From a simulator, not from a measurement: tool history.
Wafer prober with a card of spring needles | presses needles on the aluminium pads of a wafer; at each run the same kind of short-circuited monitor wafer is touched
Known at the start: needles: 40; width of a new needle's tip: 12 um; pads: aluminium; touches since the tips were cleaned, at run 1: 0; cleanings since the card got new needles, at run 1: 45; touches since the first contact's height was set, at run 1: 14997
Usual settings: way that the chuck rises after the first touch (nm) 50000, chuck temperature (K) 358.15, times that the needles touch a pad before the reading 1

run	day	way that the chuck rises after the first touch (nm)	chuck temperature (K)	times that the needles touch a pad before the reading	touches since the tips were cleaned	cleanings since the card got new needles	touches since the first contact's height was set	resistance of one needle with its contact and lead (mohm)	way that a needle slides on the pad (nm)
1	0	50000	358.15	1	0	45	14997	267	6880
# day 0.546: tips cleaned on abrasive film
# day 1.225: tips cleaned on abrasive film
# day 1.908: tips cleaned on abrasive film
2	2.288	50000	358.15	1	4917	48	44363	265	6840
# day 2.562: tips cleaned on abrasive film
# day 3.242: tips cleaned on abrasive film
# day 3.925: tips cleaned on abrasive film
3	4.321	50000	358.15	1	5120	51	70438	262	6870
# day 4.596: tips cleaned on abrasive film
# day 5.142: tips cleaned on abrasive film
# day 5.821: tips cleaned on abrasive film
# day 5.971: height of the first contact set anew
# day 6.517: tips cleaned on abrasive film
# day 7.196: tips cleaned on abrasive film
# day 7.879: tips cleaned on abrasive film
4	8.188	46000	358.15	1	3981	57	28429	265	6330
# day 8.462: tips cleaned on abrasive film
# day 9.142: tips cleaned on abrasive film
# day 9.821: tips cleaned on abrasive film
# day 10.504: tips cleaned on abrasive film
# day 11.05: tips cleaned on abrasive film
5	11.058	50000	317.15	1	133	62	65235	250	6900
# day 11.604: tips cleaned on abrasive film
# day 12.15: tips cleaned on abrasive film
# day 12.833: tips cleaned on abrasive film
# day 13.117: height of the first contact set anew
# day 13.525: tips cleaned on abrasive film
# day 14.204: tips cleaned on abrasive film
# day 14.888: tips cleaned on abrasive film
6	14.912	50000	317.15	1	325	68	23026	254	6890
# day 15.458: tips cleaned on abrasive film
# day 16.004: tips cleaned on abrasive film
# day 16.683: tips cleaned on abrasive film
7	16.796	50000	317.15	1	1436	71	47167	255	6920
# day 17.342: tips cleaned on abrasive film
# day 17.888: tips cleaned on abrasive film
# day 18.567: tips cleaned on abrasive film
# day 19.246: tips cleaned on abrasive film
# day 19.929: tips cleaned on abrasive film
8	20.167	50000	317.15	1	3091	76	90423	255	6900
# day 20.317: height of the first contact set anew
# day 20.592: tips cleaned on abrasive film
# day 21.271: tips cleaned on abrasive film
# day 21.954: tips cleaned on abrasive film
9	22.217	50000	317.15	1	3430	79	24386	255	6900
# day 22.629: tips cleaned on abrasive film
# day 23.175: tips cleaned on abrasive film
# day 23.854: tips cleaned on abrasive film
# day 24.533: tips cleaned on abrasive film
10	24.746	50000	392.15	1	2721	83	56793	272	6920
# day 25.158: tips cleaned on abrasive film
# day 25.7: tips cleaned on abrasive film
# day 26.383: tips cleaned on abrasive film
11	26.388	50000	392.15	1	67	86	77815	271	6910
# day 26.933: tips cleaned on abrasive film
# day 27.488: height of the first contact set anew
# day 27.625: tips cleaned on abrasive film
# day 28.308: tips cleaned on abrasive film
# day 28.854: tips cleaned on abrasive film
# day 29.533: tips cleaned on abrasive film
12	29.808	50000	392.15	1	3568	91	29761	275	6940
# day 30.083: tips cleaned on abrasive film
# day 30.767: tips cleaned on abrasive film
# day 31.446: tips cleaned on abrasive film
# day 32.125: tips cleaned on abrasive film
# day 32.808: tips cleaned on abrasive film
13	33.138	50000	392.15	1	4279	96	72450	274	6920
# day 33.412: tips cleaned on abrasive film
# day 34.096: tips cleaned on abrasive film
# day 34.65: height of the first contact set anew
# day 34.788: tips cleaned on abrasive film
14	34.912	42000	358.15	2	1628	99	3375	266	5810
# day 35.458: tips cleaned on abrasive film
# day 36.142: tips cleaned on abrasive film
# day 36.821: tips cleaned on abrasive film
15	37.288	50000	358.15	3	6040	102	33863	262	6940
# day 37.429: tips cleaned on abrasive film
# day 37.975: tips cleaned on abrasive film
# day 38.654: tips cleaned on abrasive film
# day 39.338: tips cleaned on abrasive film
16	39.742	42000	352.15	3	5236	106	65292	265	5850
# day 40.017: tips cleaned on abrasive film
# day 40.696: tips cleaned on abrasive film
# day 41.379: tips cleaned on abrasive film
# day 41.796: height of the first contact set anew
# day 42.071: tips cleaned on abrasive film
# day 42.746: gauge calibrated
# day 42.75: tips cleaned on abrasive film
17	42.871	44000	358.15	1	1556	111	13780	270	6040
# day 43.417: tips cleaned on abrasive film
# day 43.962: tips cleaned on abrasive film
# day 44.646: tips cleaned on abrasive film
# day 45.325: tips cleaned on abrasive film
# day 46.004: tips cleaned on abrasive film
# day 46.55: tips cleaned on abrasive film
18	46.846	59000	300.15	1	3783	117	64713	244	8090
# day 47.121: tips cleaned on abrasive film
# day 47.8: tips cleaned on abrasive film
# day 48.483: tips cleaned on abrasive film
19	48.671	38000	358.15	1	2429	120	88100	271	5210
# day 48.954: height of the first contact set anew
# day 49.092: tips cleaned on abrasive film
# day 49.775: tips cleaned on abrasive film
# day 50.454: tips cleaned on abrasive film
# day 51: tips cleaned on abrasive film
# day 51.679: tips cleaned on abrasive film
# day 52.362: tips cleaned on abrasive film
20	52.425	50000	345.15	2	846	126	44503	262	6870
# day 52.971: tips cleaned on abrasive film
# day 53.654: tips cleaned on abrasive film
# day 54.333: tips cleaned on abrasive film
# day 55.012: tips cleaned on abrasive film
21	55.025	35000	370.15	2	137	130	77820	274	4810
# day 55.571: tips cleaned on abrasive film
# day 56.125: height of the first contact set anew
# day 56.262: tips cleaned on abrasive film
# day 56.946: tips cleaned on abrasive film
# day 57.625: tips cleaned on abrasive film
# day 58.304: tips cleaned on abrasive film
22	58.733	66000	330.15	1	5526	135	33467	252	9120
# day 58.875: tips cleaned on abrasive film
# day 59.417: tips cleaned on abrasive film
# day 60.1: tips cleaned on abrasive film
# day 60.779: tips cleaned on abrasive film
# day 61.325: tips cleaned on abrasive film
# day 62.008: tips cleaned on abrasive film
# day 62.588: tips cleaned on abrasive film
23	62.588	56000	317.15	3	0	142	82821	251	7720
# day 63.267: tips cleaned on abrasive film
# day 63.279: height of the first contact set anew
# day 63.962: tips cleaned on abrasive film
# day 64.642: tips cleaned on abrasive film
# day 65.325: tips cleaned on abrasive film
# day 65.867: tips cleaned on abrasive film
24	66.046	50000	312.15	1	2305	147	35484	252	6940
# day 66.458: tips cleaned on abrasive film
# day 67.138: tips cleaned on abrasive film
# day 67.821: tips cleaned on abrasive film
# day 68.5: tips cleaned on abrasive film
# day 69.179: tips cleaned on abrasive film
25	69.504	50000	307.15	1	4179	152	79828	248	6910

Hidden state or all else? Some run-to-run changes of way that a needle slides on the pad (nm), split into what the settings, what came in and random variation would give without the hidden state, and what is left for the hidden state (with any gauge scatter that isn't in both results):
The hidden state here: debris on the tips, nm; way that the needles fall short of the set height, um; tips' diameter, um; drift of the gauge itself on contact_mohm, %; drift of the gauge itself on scrub_um, %.
Run 16 -> 17: way that the chuck rises after the first touch (nm) 42000 -> 44000, chuck temperature (K) 352.15 -> 358.15, times that the needles touch a pad before the reading 3 -> 1, tips cleaned on abrasive film, tips cleaned on abrasive film, tips cleaned on abrasive film, height of the first contact set anew, tips cleaned on abrasive film, gauge calibrated, tips cleaned on abrasive film. way that a needle slides on the pad (nm) +190: hidden state -70, all else +260.
Run 18 -> 19: way that the chuck rises after the first touch (nm) 59000 -> 38000, chuck temperature (K) 300.15 -> 358.15, tips cleaned on abrasive film, tips cleaned on abrasive film, tips cleaned on abrasive film. way that a needle slides on the pad (nm) -2880: hidden state +0, all else -2880.
Run 21 -> 22: way that the chuck rises after the first touch (nm) 35000 -> 66000, chuck temperature (K) 370.15 -> 330.15, times that the needles touch a pad before the reading 2 -> 1, tips cleaned on abrasive film, height of the first contact set anew, tips cleaned on abrasive film, tips cleaned on abrasive film, tips cleaned on abrasive film, tips cleaned on abrasive film. way that a needle slides on the pad (nm) +4310: hidden state +30, all else +4280.

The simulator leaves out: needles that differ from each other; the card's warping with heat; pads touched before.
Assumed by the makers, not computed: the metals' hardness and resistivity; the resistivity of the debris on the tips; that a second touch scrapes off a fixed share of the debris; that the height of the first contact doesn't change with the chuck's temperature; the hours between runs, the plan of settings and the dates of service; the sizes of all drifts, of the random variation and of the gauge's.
